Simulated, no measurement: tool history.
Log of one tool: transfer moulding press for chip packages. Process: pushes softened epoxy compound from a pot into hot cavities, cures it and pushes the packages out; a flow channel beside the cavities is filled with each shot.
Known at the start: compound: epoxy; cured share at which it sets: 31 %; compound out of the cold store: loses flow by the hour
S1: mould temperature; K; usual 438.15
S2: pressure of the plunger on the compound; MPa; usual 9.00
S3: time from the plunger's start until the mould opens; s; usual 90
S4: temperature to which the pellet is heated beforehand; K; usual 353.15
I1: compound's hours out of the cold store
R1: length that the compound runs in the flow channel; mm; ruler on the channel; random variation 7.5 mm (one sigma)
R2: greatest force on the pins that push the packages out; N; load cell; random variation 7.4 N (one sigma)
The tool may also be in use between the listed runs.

run,hour,S1,S2,S3,S4,I1,R1,R2
1,0.0,438.15,9.00,90,353.15,39.0,845,303
2,29.0,438.15,9.00,90,353.15,23.0,887,325
# hour 43.8: cavities cleaned with cleaning compound and waxed
3,53.1,438.15,9.00,90,353.15,26.8,890,320
4,86.9,438.15,9.00,90,353.15,46.2,831,317
5,111.1,438.15,9.00,71,353.15,27.5,880,578
# hour 120.0: cavities cleaned with cleaning compound and waxed
6,141.1,438.15,9.00,71,353.15,24.3,884,604
7,161.0,438.15,9.00,90,356.15,9.5,955,328
8,192.2,438.15,9.00,90,356.15,8.6,934,335
# hour 196.3: cavities cleaned with cleaning compound and waxed
9,215.1,438.15,9.00,90,356.15,11.5,929,317
10,235.5,438.15,9.00,90,356.15,45.3,835,310
11,262.9,438.15,9.00,90,362.15,32.7,859,321
# hour 272.3: cavities cleaned with cleaning compound and waxed
12,279.1,438.15,9.00,90,362.15,41.3,838,306
13,312.3,438.15,9.00,90,362.15,19.4,903,320
14,334.2,438.15,9.00,90,362.15,38.5,858,314
# hour 348.0: cavities cleaned with cleaning compound and waxed
15,369.0,438.15,9.00,90,355.15,44.4,833,318
16,390.2,438.15,9.00,90,355.15,18.1,906,339
17,412.0,435.15,8.49,90,353.15,35.5,830,387
# hour 425.6: cavities cleaned with cleaning compound and waxed
18,434.3,435.15,8.49,90,353.15,25.3,873,406
# hour 450.6: plunger's sealing rings changed
# hour 455.0: mould's thermocouples calibrated
19,467.0,435.15,7.07,121,353.15,37.1,760,231
20,495.3,435.15,7.07,121,353.15,29.0,785,231
# hour 505.4: cavities cleaned with cleaning compound and waxed
21,512.4,445.15,9.00,127,355.15,38.2,855,204
22,534.7,431.15,8.90,98,348.15,41.5,847,415
23,569.0,433.15,9.00,74,353.15,44.0,849,656
# hour 580.8: cavities cleaned with cleaning compound and waxed
24,592.9,433.15,9.00,74,353.15,37.5,863,683
25,612.3,431.15,9.18,112,359.15,31.4,897,294
26,636.5,438.15,9.00,126,348.15,15.1,927,208
# hour 656.7: cavities cleaned with cleaning compound and waxed
27,661.1,438.15,9.00,126,348.15,11.5,927,228

4 ways to go on from here, each from the tool as it stands after run 27. What would each give?
A,692.3,442.15,7.56,126,348.15,15.4,?,?
B,692.3,434.15,9.00,122,362.15,30.5,?,?
C,692.3,438.15,9.00,90,362.15,11.1,?,?
D,692.3,438.15,10.90,104,349.15,40.9,?,?

run,R1,R2
A,839,229
B,874,236
C,935,346
D,938,240
Without the tool's hidden state the same runs would have given:
run,R1,R2
A,840,227
B,876,234
C,936,342
D,940,238

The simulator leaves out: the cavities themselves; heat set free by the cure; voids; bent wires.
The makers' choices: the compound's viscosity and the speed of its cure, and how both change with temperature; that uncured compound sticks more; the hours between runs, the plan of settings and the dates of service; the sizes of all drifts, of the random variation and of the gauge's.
